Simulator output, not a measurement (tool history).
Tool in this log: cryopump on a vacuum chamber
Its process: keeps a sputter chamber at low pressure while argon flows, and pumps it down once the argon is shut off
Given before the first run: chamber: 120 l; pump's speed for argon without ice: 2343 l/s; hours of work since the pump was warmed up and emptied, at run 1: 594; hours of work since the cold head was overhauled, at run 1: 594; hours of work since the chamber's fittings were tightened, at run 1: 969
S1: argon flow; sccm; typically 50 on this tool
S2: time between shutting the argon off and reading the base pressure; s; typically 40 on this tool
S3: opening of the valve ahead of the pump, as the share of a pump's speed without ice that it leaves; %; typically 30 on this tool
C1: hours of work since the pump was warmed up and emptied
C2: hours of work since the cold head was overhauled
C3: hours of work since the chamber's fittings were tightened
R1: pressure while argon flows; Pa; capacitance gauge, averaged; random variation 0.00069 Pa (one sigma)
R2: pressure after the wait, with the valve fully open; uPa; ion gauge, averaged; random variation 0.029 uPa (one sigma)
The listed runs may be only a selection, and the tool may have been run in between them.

Run 1, hour 0.0: usual settings; C1 594; C2 594; C3 969. Result: R1 0.1382 Pa, R2 2.85 uPa.
At hour 74.8: pump warmed up, emptied and cooled again.
Run 2, hour 78.3: usual settings; C1 2; C2 626; C3 1001. Result: R1 0.1213 Pa, R2 2.31 uPa.
Run 3, hour 110.2: usual settings; C1 16; C2 641; C3 1015. Result: R1 0.1202 Pa, R2 2.36 uPa.
Run 4, hour 162.4: usual settings; C1 39; C2 664; C3 1038. Result: R1 0.1211 Pa, R2 2.37 uPa.
Run 5, hour 222.0: usual settings; C1 65; C2 690; C3 1065. Result: R1 0.1231 Pa, R2 2.31 uPa.
Run 6, hour 256.2: usual settings; C1 80; C2 705; C3 1080. Result: R1 0.1215 Pa, R2 2.42 uPa.
Run 7, hour 325.6: usual settings but S2 136 s; C1 111; C2 736; C3 1111. Result: R1 0.1241 Pa, R2 1.60 uPa.
Run 8, hour 394.2: usual settings but S2 136 s; C1 141; C2 766; C3 1141. Result: R1 0.1238 Pa, R2 1.63 uPa.
Run 9, hour 463.8: usual settings but S2 136 s; C1 172; C2 797; C3 1172. Result: R1 0.1246 Pa, R2 1.67 uPa.
Run 10, hour 500.8: usual settings; C1 189; C2 814; C3 1188. Result: R1 0.1252 Pa, R2 2.64 uPa.
Run 11, hour 540.3: usual settings; C1 206; C2 831; C3 1206. Result: R1 0.1255 Pa, R2 2.67 uPa.
Run 12, hour 583.5: usual settings; C1 225; C2 850; C3 1225. Result: R1 0.1252 Pa, R2 2.68 uPa.
Run 13, hour 655.8: usual settings; C1 257; C2 882; C3 1257. Result: R1 0.1266 Pa, R2 2.77 uPa.
Run 14, hour 707.5: usual settings; C1 280; C2 905; C3 1280. Result: R1 0.1267 Pa, R2 2.84 uPa.
Run 15, hour 774.7: usual settings but S3 27 %; C1 310; C2 935; C3 1310. Result: R1 0.1407 Pa, R2 2.77 uPa.
Run 16, hour 813.2: usual settings but S3 27 %; C1 327; C2 952; C3 1327. Result: R1 0.1432 Pa, R2 2.87 uPa.
Run 17, hour 863.3: usual settings; C1 349; C2 974; C3 1349. Result: R1 0.1288 Pa, R2 2.94 uPa.
Run 18, hour 918.7: usual settings; C1 374; C2 999; C3 1373. Result: R1 0.1296 Pa, R2 3.08 uPa.
Run 19, hour 970.8: usual settings but S1 67 sccm, S3 19 %; C1 397; C2 1022; C3 1396. Result: R1 0.2662 Pa, R2 3.11 uPa.
Run 20, hour 1012.3: usual settings but S1 20 sccm, S3 26 %; C1 415; C2 1040; C3 1415. Result: R1 0.0594 Pa, R2 3.19 uPa.
Run 21, hour 1083.0: usual settings but S1 73 sccm, S2 129 s, S3 32 %; C1 447; C2 1072; C3 1446. Result: R1 0.1824 Pa, R2 2.30 uPa.
Run 22, hour 1147.8: usual settings but S1 73 sccm, S2 30 s, S3 19 %; C1 475; C2 1100; C3 1475. Result: R1 0.3013 Pa, R2 3.68 uPa.
Run 23, hour 1217.8: usual settings but S1 29 sccm; C1 506; C2 1131; C3 1506. Result: R1 0.0776 Pa, R2 3.28 uPa.
Run 24, hour 1272.4: usual settings but S1 20 sccm, S2 78 s, S3 52 %; C1 531; C2 1156; C3 1530. Result: R1 0.0341 Pa, R2 2.86 uPa.
Run 25, hour 1324.8: usual settings but S1 59 sccm, S2 78 s, S3 31 %; C1 554; C2 1179; C3 1553. Result: R1 0.1572 Pa, R2 2.84 uPa.
Run 26, hour 1384.5: usual settings but S1 59 sccm, S2 78 s, S3 31 %; C1 580; C2 1205; C3 1580. Result: R1 0.1590 Pa, R2 2.86 uPa.
Run 27, hour 1430.4: usual settings but S1 59 sccm, S2 78 s, S3 31 %; C1 601; C2 1225; C3 1600. Result: R1 0.1573 Pa, R2 3.07 uPa.
At hour 1487.4: pump warmed up, emptied and cooled again.
Run 28, hour 1489.6: usual settings but S1 59 sccm, S2 78 s, S3 31 %; C1 1; C2 1250; C3 1624. Result: R1 0.1375 Pa, R2 2.21 uPa.
Run 29, hour 1567.3: usual settings but S1 59 sccm, S2 78 s, S3 31 %; C1 35; C2 1284; C3 1658. Result: R1 0.1384 Pa, R2 2.31 uPa.
Run 30, hour 1611.1: usual settings but S1 20 sccm, S2 60 s, S3 27 %; C1 55; C2 1303; C3 1678. Result: R1 0.0543 Pa, R2 2.54 uPa.
Run 31, hour 1645.2: usual settings but S1 56 sccm, S2 29 s, S3 31 %; C1 70; C2 1318; C3 1693. Result: R1 0.1323 Pa, R2 3.50 uPa.
Run 32, hour 1722.9: usual settings but S1 56 sccm, S2 29 s, S3 31 %; C1 104; C2 1353; C3 1727. Result: R1 0.1334 Pa, R2 3.53 uPa.
At hour 1747.8: leaking fittings of the chamber tightened, without venting.
Run 33, hour 1757.1: usual settings but S1 28 sccm, S2 64 s, S3 25 %; C1 119; C2 1367; C3 4. Result: R1 0.0823 Pa, R2 0.96 uPa.
Run 34, hour 1834.8: usual settings but S1 28 sccm, S2 64 s, S3 25 %; C1 153; C2 1402; C3 39. Result: R1 0.0827 Pa, R2 0.98 uPa.
Run 35, hour 1911.4: usual settings but S1 28 sccm, S2 64 s, S3 25 %; C1 187; C2 1435; C3 72. Result: R1 0.0834 Pa, R2 1.03 uPa.

The logged runs with the hidden state left out (each run's random variation unchanged):
What the log doesn't record here: pump's speed, % of a pump's without ice; cold plate's temperature, K; leak into the chamber, uPa l/s; drift of the gauge itself on working_pa, %; drift of the gauge itself on base_upa, %.
run      R1    R2
  1  0.1201  1.45
  2  0.1210  1.40
  3  0.1196  1.41
  4  0.1200  1.40
  5  0.1214  1.33
  6  0.1195  1.37
  7  0.1213  0.52
  8  0.1204  0.49
  9  0.1204  0.48
 10  0.1206  1.41
 11  0.1205  1.42
 12  0.1197  1.39
 13  0.1202  1.40
 14  0.1197  1.43
 15  0.1329  1.36
 16  0.1348  1.37
 17  0.1199  1.39
 18  0.1199  1.44
 19  0.2522  1.43
 20  0.0550  1.45
 21  0.1646  0.53
 22  0.2815  1.82
 23  0.0692  1.36
 24  0.0279  0.82
 25  0.1376  0.76
 26  0.1381  0.77
 27  0.1356  0.78
 28  0.1369  0.75
 29  0.1370  0.78
 30  0.0537  0.98
 31  0.1302  1.91
 32  0.1304  1.88
 33  0.0806  0.93
 34  0.0806  0.92
 35  0.0808  0.93
